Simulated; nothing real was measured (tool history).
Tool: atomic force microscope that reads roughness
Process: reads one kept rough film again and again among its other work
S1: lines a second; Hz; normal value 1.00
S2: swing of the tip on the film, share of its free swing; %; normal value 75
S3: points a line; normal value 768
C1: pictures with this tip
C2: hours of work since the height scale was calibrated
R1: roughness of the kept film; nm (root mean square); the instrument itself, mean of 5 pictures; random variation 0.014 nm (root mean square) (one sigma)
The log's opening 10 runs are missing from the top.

{"run": 11, "day": 12.612, "S1": 1.0, "S2": 82, "S3": 768, "C1": 107, "C2": 299, "R1": 3.349}
{"day": 13.517, "done": "new tip fitted"}
{"run": 12, "day": 13.588, "S1": 1.0, "S2": 75, "S3": 768, "C1": 4, "C2": 314, "R1": 3.437}
{"run": 13, "day": 14.879, "S1": 1.0, "S2": 75, "S3": 768, "C1": 71, "C2": 334, "R1": 3.427}
{"run": 14, "day": 16.071, "S1": 1.0, "S2": 75, "S3": 768, "C1": 134, "C2": 353, "R1": 3.415}
{"day": 16.462, "done": "new tip fitted"}
{"run": 15, "day": 17.558, "S1": 1.0, "S2": 75, "S3": 768, "C1": 57, "C2": 376, "R1": 3.438}
{"run": 16, "day": 18.738, "S1": 1.95, "S2": 75, "S3": 768, "C1": 119, "C2": 395, "R1": 3.279}
{"day": 19.479, "done": "new tip fitted"}
{"run": 17, "day": 20.358, "S1": 3.87, "S2": 75, "S3": 768, "C1": 47, "C2": 420, "R1": 3.037}
{"run": 18, "day": 21.804, "S1": 0.92, "S2": 61, "S3": 626, "C1": 122, "C2": 443, "R1": 3.531}
{"day": 22.412, "done": "new tip fitted"}
{"run": 19, "day": 22.725, "S1": 0.84, "S2": 78, "S3": 268, "C1": 16, "C2": 457, "R1": 3.425}
{"run": 20, "day": 23.558, "S1": 0.84, "S2": 78, "S3": 268, "C1": 60, "C2": 470, "R1": 3.428}
{"run": 21, "day": 24.467, "S1": 1.93, "S2": 56, "S3": 386, "C1": 107, "C2": 484, "R1": 3.479}
{"day": 25.45, "done": "new tip fitted"}
{"run": 22, "day": 26.167, "S1": 1.93, "S2": 89, "S3": 386, "C1": 38, "C2": 510, "R1": 3.04}
{"run": 23, "day": 28.0, "S1": 2.43, "S2": 81, "S3": 525, "C1": 134, "C2": 539, "R1": 3.092}
{"day": 28.492, "done": "new tip fitted"}
{"run": 24, "day": 29.842, "S1": 2.43, "S2": 81, "S3": 525, "C1": 71, "C2": 568, "R1": 3.106}
{"run": 25, "day": 30.988, "S1": 2.43, "S2": 81, "S3": 534, "C1": 131, "C2": 586, "R1": 3.115}
{"day": 31.471, "done": "new tip fitted"}
{"run": 26, "day": 32.567, "S1": 2.43, "S2": 81, "S3": 534, "C1": 57, "C2": 610, "R1": 3.096}
{"run": 27, "day": 33.808, "S1": 1.0, "S2": 87, "S3": 768, "C1": 122, "C2": 630, "R1": 3.288}
{"day": 34.421, "done": "new tip fitted"}
{"run": 28, "day": 34.925, "S1": 1.58, "S2": 89, "S3": 768, "C1": 26, "C2": 647, "R1": 3.123}
{"run": 29, "day": 36.504, "S1": 1.0, "S2": 86, "S3": 844, "C1": 109, "C2": 672, "R1": 3.327}
{"day": 37.367, "done": "new tip fitted"}
{"run": 30, "day": 37.75, "S1": 2.19, "S2": 75, "S3": 326, "C1": 20, "C2": 691, "R1": 3.25}
{"run": 31, "day": 39.35, "S1": 2.08, "S2": 83, "S3": 490, "C1": 103, "C2": 716, "R1": 3.147}
{"run": 32, "day": 40.221, "S1": 2.08, "S2": 83, "S3": 490, "C1": 149, "C2": 730, "R1": 3.135}

Consider 5 possible next runs. They are alternatives, not a sequence: every one starts from the tool as it was left by run 32. What does each give?
{"day": 40.346, "done": "new tip fitted"}
{"run": "A", "day": 41.679, "S1": 1.03, "S2": 72, "S3": 658, "C1": 70, "C2": 753, "R1": "?"}
{"day": 40.346, "done": "new tip fitted"}
{"run": "B", "day": 41.679, "S1": 2.53, "S2": 77, "S3": 319, "C1": 70, "C2": 753, "R1": "?"}
{"day": 40.346, "done": "new tip fitted"}
{"run": "C", "day": 41.679, "S1": 1.98, "S2": 55, "S3": 261, "C1": 70, "C2": 753, "R1": "?"}
{"day": 40.346, "done": "new tip fitted"}
{"run": "D", "day": 41.679, "S1": 2.09, "S2": 59, "S3": 818, "C1": 70, "C2": 753, "R1": "?"}
{"day": 40.346, "done": "new tip fitted"}
{"run": "E", "day": 41.679, "S1": 0.54, "S2": 59, "S3": 892, "C1": 70, "C2": 753, "R1": "?"}

run=A R1=3.424
run=B R1=3.142
run=C R1=3.472
run=D R1=3.466
run=E R1=3.558
The same runs, with their run-to-run variation unchanged, on a tool lacking any hidden condition would have given:
run=A R1=3.426
run=B R1=3.144
run=C R1=3.474
run=D R1=3.468
run=E R1=3.560
